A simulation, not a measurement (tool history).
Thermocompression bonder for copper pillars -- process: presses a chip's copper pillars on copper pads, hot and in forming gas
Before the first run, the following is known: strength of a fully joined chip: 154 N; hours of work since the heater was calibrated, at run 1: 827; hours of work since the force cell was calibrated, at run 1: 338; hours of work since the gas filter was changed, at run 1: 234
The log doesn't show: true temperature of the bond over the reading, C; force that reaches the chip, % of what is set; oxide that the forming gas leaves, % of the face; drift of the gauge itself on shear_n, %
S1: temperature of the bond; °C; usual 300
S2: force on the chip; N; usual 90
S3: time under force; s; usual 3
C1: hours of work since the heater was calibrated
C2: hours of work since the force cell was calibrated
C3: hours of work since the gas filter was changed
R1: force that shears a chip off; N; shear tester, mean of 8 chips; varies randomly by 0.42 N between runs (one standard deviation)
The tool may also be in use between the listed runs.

| run | day | S1 | S2 | S3 | C1 | C2 | C3 | R1 |
|---|---|---|---|---|---|---|---|---|
| 1 | 0 | 300 | 90 | 3 | 827 | 338 | 234 | 80.5 |
| 2 | 0.775 | 300 | 90 | 3 | 834 | 346 | 242 | 79.4 |
| 3 | 1.533 | 300 | 90 | 3 | 842 | 354 | 249 | 79.8 |
| 4 | 2.354 | 299 | 90 | 3 | 850 | 362 | 258 | 79.1 |
| 5 | 3 | 299 | 90 | 3 | 857 | 368 | 264 | 79.1 |
| 6 | 3.875 | 300 | 90 | 3 | 866 | 377 | 273 | 79.5 |
| 7 | 4.738 | 300 | 90 | 6 | 875 | 386 | 282 | 99.9 |
| 8 | 5.288 | 300 | 90 | 6 | 880 | 392 | 287 | 98.8 |
| 9 | 5.725 | 300 | 90 | 3 | 885 | 396 | 292 | 80.1 |
| 10 | 6.583 | 300 | 90 | 2 | 893 | 405 | 301 | 69 |
| 11 | 7.579 | 300 | 90 | 2 | 903 | 415 | 311 | 69.6 |
| 12 | 8.446 | 300 | 90 | 4 | 912 | 424 | 319 | 87.8 |
| 13 | 8.992 | 300 | 132 | 3 | 918 | 429 | 325 | 99.7 |
| 14 | 9.929 | 300 | 132 | 3 | 927 | 439 | 335 | 99.1 |
| 15 | 10.842 | 300 | 132 | 3 | 937 | 448 | 344 | 99.4 |
| 16 | 11.325 | 300 | 132 | 3 | 941 | 453 | 349 | 100.4 |
| 17 | 11.779 | 300 | 132 | 2 | 946 | 458 | 353 | 89.3 |
| 18 | 12.304 | 300 | 90 | 3 | 951 | 463 | 359 | 80.8 |
| 19 | 13.146 | 300 | 90 | 3 | 960 | 471 | 367 | 79.7 |
| 20 | 13.746 | 300 | 90 | 5 | 966 | 477 | 373 | 94.6 |
| 21 | 14.667 | 322 | 90 | 5 | 975 | 487 | 383 | 116.7 |
| 22 | 15.292 | 322 | 90 | 5 | 982 | 493 | 389 | 116.6 |
|  | 16.167 | forming gas filter changed |
| 23 | 16.167 | 322 | 90 | 5 | 990 | 502 | 0 | 116.8 |
| 24 | 16.812 | 283 | 99 | 4 | 997 | 508 | 7 | 74.7 |
| 25 | 17.746 | 286 | 131 | 2 | 1006 | 518 | 16 | 74.4 |
| 26 | 18.704 | 286 | 131 | 2 | 1016 | 528 | 26 | 73.2 |
| 27 | 19.246 | 310 | 129 | 4 | 1022 | 533 | 31 | 117.4 |
| 28 | 20.271 | 288 | 70 | 6 | 1032 | 543 | 42 | 73.3 |
|  | 20.412 | heater calibrated with a thermocouple chip |
| 29 | 20.925 | 300 | 63 | 2 | 5 | 549 | 47 | 53.1 |
| 30 | 21.354 | 300 | 63 | 2 | 10 | 554 | 52 | 52.8 |
| 31 | 22 | 300 | 127 | 2 | 16 | 560 | 58 | 86.8 |
| 32 | 22.85 | 300 | 127 | 2 | 25 | 569 | 67 | 86.3 |
| 33 | 23.396 | 290 | 120 | 3 | 30 | 574 | 73 | 83 |
| 34 | 24.079 | 318 | 87 | 2 | 37 | 581 | 79 | 85.5 |
| 35 | 25.075 | 318 | 87 | 2 | 47 | 591 | 90 | 85.2 |
| 36 | 25.829 | 318 | 87 | 2 | 55 | 599 | 97 | 85.1 |
| 37 | 26.588 | 324 | 64 | 3 | 63 | 607 | 105 | 86.8 |
| 38 | 27.254 | 324 | 64 | 3 | 69 | 613 | 112 | 86.1 |
| 39 | 28.038 | 303 | 90 | 2 | 77 | 621 | 120 | 72.3 |
| 40 | 28.517 | 313 | 90 | 8 | 82 | 626 | 124 | 119.7 |

Alternative continuations, all from the tool just after run 40; predict every row:
| A | 29.358 | 300 | 108 | 7 | 91 | 635 | 133 | ? |
| B | 29.358 | 329 | 92 | 3 | 91 | 635 | 133 | ? |
| C | 29.358 | 313 | 60 | 2 | 91 | 635 | 133 | ? |
| D | 29.358 | 282 | 59 | 2 | 91 | 635 | 133 | ? |

| run | R1 |
|---|---|
| A | 113.1 |
| B | 110.8 |
| C | 61.9 |
| D | 36.9 |
With the hidden condition removed and each run's random variation left untouched, the same runs would have given:
| run | R1 |
|---|---|
| A | 113.4 |
| B | 111.1 |
| C | 62.1 |
| D | 37 |
